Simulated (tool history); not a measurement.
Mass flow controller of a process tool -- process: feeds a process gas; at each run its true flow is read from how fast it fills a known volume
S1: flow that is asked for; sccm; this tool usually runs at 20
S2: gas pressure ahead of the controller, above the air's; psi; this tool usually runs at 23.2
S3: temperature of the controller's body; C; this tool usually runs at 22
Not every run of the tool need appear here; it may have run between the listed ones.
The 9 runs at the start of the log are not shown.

Run 10, hour 1417.4: usual settings but S2 31.2 psi, S3 37 C. Result: true flow (%) 95.77.
Run 11, hour 1603.4: usual settings but S2 31.2 psi, S3 37 C. Result: true flow (%) 95.68.
Run 12, hour 1700.2: usual settings. Result: true flow (%) 95.96.
Run 13, hour 1881.6: usual settings but S2 40.5 psi. Result: true flow (%) 96.82.
Run 14, hour 2045.5: usual settings but S2 40.5 psi. Result: true flow (%) 96.87.
Run 15, hour 2150.7: usual settings but S2 40.5 psi. Result: true flow (%) 96.92.
Run 16, hour 2235.4: usual settings but S2 40.5 psi. Result: true flow (%) 96.79.
Run 17, hour 2332.9: usual settings. Result: true flow (%) 96.09.
Run 18, hour 2419.8: usual settings. Result: true flow (%) 95.94.
Run 19, hour 2513.7: usual settings but S2 34.8 psi. Result: true flow (%) 96.56.
Run 20, hour 2649.7: usual settings but S2 34.8 psi. Result: true flow (%) 96.61.
At hour 2666.9: controller's zero set anew.
Run 21, hour 2730.1: usual settings. Result: true flow (%) 95.77.
Run 22, hour 2891.9: usual settings. Result: true flow (%) 95.73.
Run 23, hour 3040.3: usual settings. Result: true flow (%) 95.63.
Run 24, hour 3206.3: usual settings. Result: true flow (%) 95.53.
Run 25, hour 3319.7: usual settings. Result: true flow (%) 95.63.
Run 26, hour 3431.9: usual settings but S1 30 sccm, S3 20 C. Result: true flow (%) 96.44.
Run 27, hour 3531.6: usual settings but S1 16 sccm, S2 29.9 psi, S3 28 C. Result: true flow (%) 95.16.

Expected results for the next run?
Run 28, hour 3641.2: usual settings but S1 10 sccm, S2 24.1 psi. Result: true flow (%) ?.

{"run 28": {"true flow (%)": 94.26}}
Minus the tool's unlogged condition, the same run would have read true flow (%) 97.87.
